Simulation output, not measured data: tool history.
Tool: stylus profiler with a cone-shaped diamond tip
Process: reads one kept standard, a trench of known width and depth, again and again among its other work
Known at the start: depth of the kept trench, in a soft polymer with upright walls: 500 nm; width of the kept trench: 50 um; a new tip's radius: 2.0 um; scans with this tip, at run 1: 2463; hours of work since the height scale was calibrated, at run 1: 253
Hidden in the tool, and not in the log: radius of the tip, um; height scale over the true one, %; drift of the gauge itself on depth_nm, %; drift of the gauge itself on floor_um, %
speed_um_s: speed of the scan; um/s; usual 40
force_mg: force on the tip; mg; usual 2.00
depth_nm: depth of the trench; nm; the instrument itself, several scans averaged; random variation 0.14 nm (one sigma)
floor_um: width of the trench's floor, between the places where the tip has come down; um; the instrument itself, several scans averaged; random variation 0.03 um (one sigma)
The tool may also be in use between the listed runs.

run,hour,speed_um_s,force_mg,scans with this tip,hours of work since the height scale was calibrated,depth_nm,floor_um
1,0.0,40,2.00,2463,253,506.52,46.95
2,15.0,127,2.00,2526,259,506.31,46.72
3,23.0,40,2.00,2560,263,506.32,46.95
4,29.9,11,2.00,2589,266,506.30,47.02
5,40.1,11,2.00,2632,270,506.40,46.97
6,55.7,11,2.00,2698,277,506.55,47.00
7,66.4,40,1.62,2744,282,505.71,46.92
8,76.3,40,1.62,2785,286,505.60,46.92
9,90.7,40,1.62,2846,292,505.66,46.83
10,98.2,40,1.62,2878,295,505.34,46.87
11,109.3,40,1.62,2925,300,505.68,46.84
# hour 110.5: height scale calibrated on a step standard
12,117.6,40,5.23,2958,3,512.47,46.94
13,125.1,40,1.44,2990,6,504.79,46.89
14,139.2,119,0.90,3049,12,503.40,46.54
15,151.4,40,1.17,3101,18,504.13,46.84
16,164.5,150,2.26,3156,23,506.66,46.59
17,175.0,12,0.88,3201,28,503.30,46.97
18,187.1,51,1.06,3252,33,503.62,46.79
# hour 202.1: height scale calibrated on a step standard, once more
19,203.3,17,1.47,3319,1,505.42,46.91
20,211.4,23,1.29,3353,4,504.92,46.88
21,219.4,23,1.29,3387,8,504.77,46.87

Forecast each of these 4 alternatives for the next run:
A,234.2,23,0.79,3449,14,?,?
B,234.2,11,1.06,3449,14,?,?
C,234.2,43,3.17,3449,14,?,?
D,234.2,135,2.28,3449,14,?,?

run,depth_nm,floor_um
A,503.60,46.84
B,504.35,46.89
C,509.10,46.84
D,507.50,46.59
Without the tool's hidden state the same runs would have given:
run,depth_nm,floor_um
A,503.78,47.26
B,504.53,47.30
C,509.28,47.26
D,507.68,47.00
